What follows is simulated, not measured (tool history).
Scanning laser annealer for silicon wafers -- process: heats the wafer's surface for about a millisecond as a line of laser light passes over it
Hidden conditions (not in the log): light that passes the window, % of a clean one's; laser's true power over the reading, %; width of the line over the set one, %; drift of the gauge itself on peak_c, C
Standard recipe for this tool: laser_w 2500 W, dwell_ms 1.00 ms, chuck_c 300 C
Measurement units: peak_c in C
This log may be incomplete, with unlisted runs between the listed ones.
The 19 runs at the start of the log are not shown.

run	day	laser_w	dwell_ms	chuck_c	hours of work since the window was cleaned	hours of work since the power meter was calibrated	hours of work since the optics were aligned	peak_c
20	7.104	2500	1.00	309	151	12	269	994
21	7.658	2155	0.79	319	158	19	277	847
22	8.204	2155	0.79	319	165	26	284	847
23	8.538	2144	1.16	268	169	30	288	897
24	8.767	2144	1.16	268	172	33	291	897
# day 9.221: laser's power meter calibrated, once more
25	9.250	2144	1.16	268	176	0	295	898
26	9.538	2144	1.16	268	180	4	299	894
27	9.842	2144	1.16	268	184	8	303	896
28	10.154	2560	1.00	300	188	12	307	1001
29	10.708	2560	1.00	300	195	19	314	1000
30	11.229	2277	0.89	320	202	26	321	907
31	11.779	2399	0.75	309	209	33	328	879
32	12.225	2155	1.06	293	215	39	333	895
33	12.733	2500	1.21	291	221	45	340	1034
34	13.096	2500	1.21	291	226	50	345	1036
35	13.479	2500	1.21	291	231	55	350	1037
36	13.862	2500	0.75	294	236	59	354	888
37	14.146	2500	1.00	332	239	63	358	1010
38	14.479	2500	1.00	332	244	67	362	1011
39	14.988	2410	0.73	264	250	74	369	827
40	15.342	2579	0.88	264	255	78	373	923

Below are 3 alternative next runs, each starting from the tool's condition after run 40. Predict each:
A	15.654	2627	0.88	264	259	82	377	?
B	15.654	2617	0.85	302	259	82	377	?
C	15.654	2417	1.09	299	259	82	377	?

run	peak_c
A	937
B	961
C	983
Had the tool no hidden state, the same runs would have come out as:
run	peak_c
A	959
B	982
C	1005
